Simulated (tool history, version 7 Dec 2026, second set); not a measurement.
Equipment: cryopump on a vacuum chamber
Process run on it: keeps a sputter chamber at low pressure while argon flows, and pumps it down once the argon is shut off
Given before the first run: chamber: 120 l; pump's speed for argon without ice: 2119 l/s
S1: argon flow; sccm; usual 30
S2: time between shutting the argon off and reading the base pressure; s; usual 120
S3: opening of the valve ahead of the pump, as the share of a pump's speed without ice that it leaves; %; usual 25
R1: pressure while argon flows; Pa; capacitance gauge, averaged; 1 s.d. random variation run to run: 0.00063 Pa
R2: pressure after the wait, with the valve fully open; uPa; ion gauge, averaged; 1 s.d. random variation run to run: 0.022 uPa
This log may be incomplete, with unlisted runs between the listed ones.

{"run": 1, "hour": 0.0, "S1": 30, "S2": 120, "S3": 25, "R1": 0.0974, "R2": 1.28}
{"run": 2, "hour": 9.3, "S1": 30, "S2": 120, "S3": 25, "R1": 0.0984, "R2": 1.28}
{"run": 3, "hour": 23.9, "S1": 30, "S2": 120, "S3": 25, "R1": 0.0987, "R2": 1.35}
{"run": 4, "hour": 45.4, "S1": 30, "S2": 120, "S3": 25, "R1": 0.0988, "R2": 1.33}
{"run": 5, "hour": 57.6, "S1": 30, "S2": 120, "S3": 25, "R1": 0.0983, "R2": 1.37}
{"run": 6, "hour": 79.4, "S1": 30, "S2": 120, "S3": 25, "R1": 0.0985, "R2": 1.36}
{"run": 7, "hour": 96.9, "S1": 30, "S2": 120, "S3": 25, "R1": 0.0978, "R2": 1.43}
{"run": 8, "hour": 117.6, "S1": 38, "S2": 120, "S3": 25, "R1": 0.1261, "R2": 1.43}
{"run": 9, "hour": 133.3, "S1": 30, "S2": 120, "S3": 25, "R1": 0.0996, "R2": 1.48}
{"run": 10, "hour": 153.0, "S1": 40, "S2": 120, "S3": 25, "R1": 0.1323, "R2": 1.44}
{"run": 11, "hour": 167.9, "S1": 40, "S2": 120, "S3": 25, "R1": 0.1332, "R2": 1.46}
{"run": 12, "hour": 182.4, "S1": 40, "S2": 120, "S3": 25, "R1": 0.1332, "R2": 1.49}
{"run": 13, "hour": 193.5, "S1": 30, "S2": 120, "S3": 25, "R1": 0.1005, "R2": 1.48}
{"run": 14, "hour": 208.7, "S1": 13, "S2": 29, "S3": 51, "R1": 0.0223, "R2": 3.22}
{"run": 15, "hour": 225.6, "S1": 13, "S2": 29, "S3": 51, "R1": 0.0227, "R2": 3.19}
{"run": 16, "hour": 234.7, "S1": 24, "S2": 52, "S3": 27, "R1": 0.0736, "R2": 2.24}
{"run": 17, "hour": 246.5, "S1": 24, "S2": 52, "S3": 27, "R1": 0.075, "R2": 2.23}
{"run": 18, "hour": 262.0, "S1": 30, "S2": 22, "S3": 17, "R1": 0.1449, "R2": 4.13}
{"run": 19, "hour": 276.0, "S1": 39, "S2": 254, "S3": 25, "R1": 0.1307, "R2": 1.3}
{"run": 20, "hour": 288.3, "S1": 39, "S2": 254, "S3": 25, "R1": 0.1306, "R2": 1.3}
{"run": 21, "hour": 301.0, "S1": 18, "S2": 183, "S3": 25, "R1": 0.0599, "R2": 1.34}
{"run": 22, "hour": 318.0, "S1": 18, "S2": 183, "S3": 25, "R1": 0.0601, "R2": 1.42}
{"run": 23, "hour": 333.5, "S1": 18, "S2": 183, "S3": 25, "R1": 0.0603, "R2": 1.45}
{"run": 24, "hour": 353.9, "S1": 18, "S2": 183, "S3": 25, "R1": 0.0602, "R2": 1.47}
{"run": 25, "hour": 373.1, "S1": 18, "S2": 183, "S3": 25, "R1": 0.0611, "R2": 1.47}
{"run": 26, "hour": 386.3, "S1": 26, "S2": 183, "S3": 31, "R1": 0.071, "R2": 1.48}

Alternative continuations, all from the tool just after run 26; predict every row:
{"run": "A", "hour": 406.7, "S1": 26, "S2": 42, "S3": 31, "R1": "?", "R2": "?"}
{"run": "B", "hour": 406.7, "S1": 12, "S2": 24, "S3": 52, "R1": "?", "R2": "?"}
{"run": "C", "hour": 406.7, "S1": 12, "S2": 255, "S3": 36, "R1": "?", "R2": "?"}
{"run": "D", "hour": 406.7, "S1": 30, "S2": 35, "S3": 25, "R1": "?", "R2": "?"}

run=A R1=0.0720 R2=2.80
run=B R1=0.0196 R2=3.73
run=C R1=0.0286 R2=1.45
run=D R1=0.1011 R2=3.04
With no hidden state in the tool, these same runs would have given:
run=A R1=0.0675 R2=1.73
run=B R1=0.0176 R2=2.71
run=C R1=0.0266 R2=0.41
run=D R1=0.0959 R2=2.00
